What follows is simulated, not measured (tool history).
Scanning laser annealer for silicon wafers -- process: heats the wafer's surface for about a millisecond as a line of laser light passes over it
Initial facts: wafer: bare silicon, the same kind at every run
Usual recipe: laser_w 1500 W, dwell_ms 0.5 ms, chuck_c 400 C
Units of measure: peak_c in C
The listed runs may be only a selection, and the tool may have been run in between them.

run	hour	laser_w	dwell_ms	chuck_c	peak_c
1	0	1500	0.5	400	1188
2	12.9	1500	0.5	400	1189
3	28.9	1500	0.5	400	1190
# hour 39: optics aligned, line set to its width
4	42.1	1500	0.541	400	1237
5	56	1500	0.5	400	1205
6	67	1500	0.5	400	1200
7	77.1	1500	0.5	400	1206
8	95.9	1500	0.5	400	1202
9	110.1	1500	0.5	400	1205
10	119.2	1530	0.5	400	1218
11	133.5	1530	0.5	400	1216
12	144.4	1530	0.5	370	1190
13	154.3	1530	0.503	370	1188
14	173.4	1530	0.376	379	1068
15	181.5	1530	0.376	379	1071
16	197	1500	0.5	390	1187
17	205.9	1500	0.5	434	1234
18	218.8	1485	0.5	371	1162
19	230.6	1373	0.5	400	1134
20	245.1	1500	0.5	414	1213
21	254.6	1289	0.399	365	970
22	273.7	1289	0.399	365	976
23	289.5	1289	0.536	439	1159

What if the next run were any one of these 3? Each begins from the tool's condition after run 23:
A	301.3	1416	0.5	364	?
B	301.3	1289	0.536	395	?
C	301.3	1439	0.424	400	?

run	peak_c
A	1121
B	1118
C	1099
With the hidden condition removed and each run's random variation left untouched, the same runs would have given:
run	peak_c
A	1128
B	1125
C	1105
